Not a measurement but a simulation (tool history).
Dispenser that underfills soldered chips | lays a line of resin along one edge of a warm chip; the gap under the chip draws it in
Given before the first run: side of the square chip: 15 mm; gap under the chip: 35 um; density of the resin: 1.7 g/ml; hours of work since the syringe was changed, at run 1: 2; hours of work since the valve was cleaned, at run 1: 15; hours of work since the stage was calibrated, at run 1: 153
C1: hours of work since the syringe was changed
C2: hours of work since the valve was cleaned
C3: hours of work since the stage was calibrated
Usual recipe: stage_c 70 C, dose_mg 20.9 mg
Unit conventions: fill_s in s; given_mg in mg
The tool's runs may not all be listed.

Run 1, hour 0.0: usual settings; C1 2; C2 15; C3 153. Result: fill_s 237.6 s, given_mg 20.51 mg.
At hour 6.4: new syringe of resin.
Run 2, hour 7.6: usual settings; C1 1; C2 19; C3 158. Result: fill_s 231.8 s, given_mg 20.47 mg.
Run 3, hour 12.5: usual settings; C1 4; C2 23; C3 161. Result: fill_s 294.3 s, given_mg 20.50 mg.
At hour 15.5: new syringe of resin.
Run 4, hour 22.8: usual settings; C1 5; C2 29; C3 168. Result: fill_s 308.4 s, given_mg 20.40 mg.
At hour 24.3: new syringe of resin.
Run 5, hour 28.9: usual settings; C1 3; C2 33; C3 171. Result: fill_s 265.3 s, given_mg 20.17 mg.
At hour 33.1: new syringe of resin.
Run 6, hour 38.4: usual settings; C1 3; C2 39; C3 177. Result: fill_s 281.3 s, given_mg 20.23 mg.
At hour 42.1: new syringe of resin.
Run 7, hour 43.7: usual settings but stage_c 65 C; C1 1; C2 42; C3 180. Result: fill_s 308.5 s, given_mg 20.11 mg.
At hour 50.8: new syringe of resin.
Run 8, hour 50.8: usual settings but stage_c 65 C; C1 0; C2 46; C3 185. Result: fill_s 278.4 s, given_mg 20.01 mg.
Run 9, hour 57.5: usual settings; C1 4; C2 50; C3 189. Result: fill_s 290.7 s, given_mg 19.89 mg.
At hour 59.4: new syringe of resin.
Run 10, hour 64.3: usual settings but stage_c 61 C; C1 3; C2 54; C3 193. Result: fill_s 437.8 s, given_mg 19.73 mg.
At hour 68.3: new syringe of resin.
Run 11, hour 69.5: usual settings but stage_c 61 C; C1 1; C2 58; C3 196. Result: fill_s 365.8 s, given_mg 19.74 mg.
Run 12, hour 74.8: usual settings; C1 4; C2 61; C3 200. Result: fill_s 282.7 s, given_mg 19.65 mg.
At hour 76.9: new syringe of resin.
Run 13, hour 81.0: usual settings; C1 3; C2 65; C3 204. Result: fill_s 259.7 s, given_mg 19.62 mg.
At hour 85.8: new syringe of resin.
Run 14, hour 92.1: usual settings; C1 4; C2 72; C3 211. Result: fill_s 285.8 s, given_mg 19.59 mg.
At hour 94.6: new syringe of resin.
Run 15, hour 99.4: usual settings; C1 3; C2 76; C3 215. Result: fill_s 271.7 s, given_mg 19.44 mg.
At hour 103.6: new syringe of resin.
Run 16, hour 110.4: usual settings; C1 4; C2 83; C3 222. Result: fill_s 295.3 s, given_mg 19.17 mg.
At hour 112.1: new syringe of resin.
Run 17, hour 118.6: usual settings but stage_c 64 C; C1 4; C2 88; C3 227. Result: fill_s 394.7 s, given_mg 19.23 mg.
At hour 121.3: new syringe of resin.
Run 18, hour 124.8: usual settings; C1 2; C2 92; C3 231. Result: fill_s 252.7 s, given_mg 18.97 mg.
At hour 130.3: new syringe of resin.
Run 19, hour 134.7: usual settings but stage_c 58 C, dose_mg 21.3 mg; C1 3; C2 98; C3 237. Result: fill_s 502.4 s, given_mg 19.35 mg.

Run 20 comes next. What will it give?
At hour 139.5: new syringe of resin.
Run 20, hour 143.6: usual settings but stage_c 82 C, dose_mg 25.2 mg; C1 3; C2 104; C3 242. Result: fill_s ?, given_mg ?.

Run 20 gave fill_s 138.3 s, given_mg 22.75 mg.
Had the tool carried no hidden state, the very same run would have given fill_s 117.2 s, given_mg 25.30 mg.
